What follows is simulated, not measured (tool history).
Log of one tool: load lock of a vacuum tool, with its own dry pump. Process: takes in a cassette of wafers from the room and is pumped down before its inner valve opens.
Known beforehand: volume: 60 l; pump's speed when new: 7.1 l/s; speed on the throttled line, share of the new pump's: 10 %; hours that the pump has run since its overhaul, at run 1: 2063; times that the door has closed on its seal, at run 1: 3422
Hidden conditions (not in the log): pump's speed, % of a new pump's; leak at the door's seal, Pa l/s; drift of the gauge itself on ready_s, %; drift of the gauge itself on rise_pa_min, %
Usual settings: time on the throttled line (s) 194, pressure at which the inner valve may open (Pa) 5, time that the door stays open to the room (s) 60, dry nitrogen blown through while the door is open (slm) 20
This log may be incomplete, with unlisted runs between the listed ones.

run	hour	time on the throttled line (s)	pressure at which the inner valve may open (Pa)	time that the door stays open to the room (s)	dry nitrogen blown through while the door is open (slm)	hours that the pump has run since its overhaul	times that the door has closed on its seal	incoming humidity of the room's air, %	time from the closed door until the inner valve may open (s)	rise of the pressure with all valves shut (Pa/min)
1	0	194	5	60	20	2063	3422	47	260.8	0.044
2	62	349	5	60	20	2125	3489	47.8	398.9	0.041
3	136.2	349	5	60	20	2199	3570	41.1	400.8	0.039
4	219.5	194	5	60	17	2282	3661	46.8	258	0.042
5	329	194	6	60	20	2392	3780	49.3	262.3	0.04
6	385.4	194	5	60	20	2448	3842	45.1	263.7	0.039
7	490.3	194	8	60	20	2553	3956	46.5	253.8	0.038
8	585.7	194	5	60	20	2649	4060	47.3	262.9	0.04
9	655.6	194	5	60	20	2719	4136	44.6	260.2	0.039
10	763.1	194	5	60	20	2826	4253	44	264.8	0.045
11	870.1	194	5	60	20	2933	4369	44.5	262	0.042
12	980.9	194	5	60	20	3044	4490	50.2	264.3	0.043
13	1055.7	194	5	60	23	3119	4572	41.6	262	0.032
14	1127	194	5	60	9	3190	4649	45.9	264.2	0.051
15	1245	217	5	60	20	3308	4778	47.8	283.7	0.045
16	1344.3	217	5	60	20	3407	4886	47.5	284.7	0.039
17	1394.2	194	5	60	20	3457	4940	43.9	262.4	0.035
18	1456.7	194	5	60	26	3520	5008	43.6	263.7	0.042
19	1518.7	194	5	60	26	3582	5076	45.4	265.5	0.042
20	1629.7	194	5	60	26	3693	5197	44.5	262.5	0.04
21	1707.6	194	8	60	20	3770	5282	46.9	257.1	0.042
22	1769.8	194	7	60	20	3833	5349	47.8	261.3	0.042
23	1859.5	325	5	60	35	3922	5447	45.2	381.7	0.037
24	1909.8	188	10	53	20	3973	5502	42.4	250.9	0.041
25	2022.9	194	5	60	20	4086	5625	41.9	264.7	0.043
26	2104.4	194	5	230	20	4167	5714	43.7	264.7	0.055
27	2174	194	5	78	44	4237	5789	45	266.1	0.035
28	2253.3	218	5	147	20	4316	5876	44	284.1	0.052
29	2304	107	10	46	12	4367	5931	43.7	179.2	0.045
30	2380.3	149	7	60	25	4443	6014	45.6	223.4	0.043
31	2443.3	300	8	60	25	4506	6083	43.8	356	0.042
32	2562.9	202	5	60	10	4626	6213	44.7	272.4	0.056
33	2626.8	186	9	123	35	4690	6283	43.3	253.3	0.043

Pick out some run-to-run changes in time from the closed door until the inner valve may open (s). Of each, how much would a tool without hidden state show as well, from the settings, what came in and chance, and how much is left for the hidden state and any gauge scatter not in both results compared?
Run 1 -> 2: time on the throttled line (s) 194 -> 349. time from the closed door until the inner valve may open (s) +138.1: hidden state -0.6, all else +138.7.
Run 3 -> 4: time on the throttled line (s) 349 -> 194, dry nitrogen blown through while the door is open (slm) 20 -> 17. time from the closed door until the inner valve may open (s) -142.8: hidden state +0.8, all else -143.6.
Run 30 -> 31: time on the throttled line (s) 149 -> 300, pressure at which the inner valve may open (Pa) 7 -> 8. time from the closed door until the inner valve may open (s) +132.6: hidden state -1.4, all else +134.
Run 31 -> 32: time on the throttled line (s) 300 -> 202, pressure at which the inner valve may open (Pa) 8 -> 5, dry nitrogen blown through while the door is open (slm) 25 -> 10. time from the closed door until the inner valve may open (s) -83.6: hidden state +1.6, all else -85.2.
